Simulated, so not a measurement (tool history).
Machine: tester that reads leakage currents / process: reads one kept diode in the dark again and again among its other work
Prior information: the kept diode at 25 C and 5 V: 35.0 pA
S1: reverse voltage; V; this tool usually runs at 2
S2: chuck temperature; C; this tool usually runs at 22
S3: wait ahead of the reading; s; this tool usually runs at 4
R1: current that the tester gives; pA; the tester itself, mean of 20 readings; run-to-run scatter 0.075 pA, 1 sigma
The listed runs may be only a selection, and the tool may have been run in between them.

run	hour	S1	S2	S3	R1
1	0	2	22	4	18.93
2	26.7	2	22	4	18.92
3	60.4	2	22	4	19.08
4	102.5	2	22	4	19.05
5	132.2	2	22	4	18.87
6	162.6	2	27	4	28.25
7	200.4	2	27	4	28.26
8	231.5	2	46	4	116.57
# hour 236.7: chuck's temperature calibrated
9	262	2	22	4	19.19
10	292.6	2	22	4	19.18
11	338.7	2	22	4	19.3
12	389.7	6	22	4	32.42
13	439.1	6	22	4	32.7
14	464	6	22	4	32.68
15	496.1	6	31	4	64.41
# hour 523: chuck's temperature calibrated, once more
16	526.3	14.35	60	0.72	723.22
17	561.6	2.13	27	5.01	28.71
18	595.1	2.13	27	5.01	28.65

What does the tool deliver on the next run?
19	629.5	12.1	22	0.34	?

R1: 56.97 pA
On a tool with no hidden condition, and with the same random variation, this run would have come out at R1 53.85 pA.
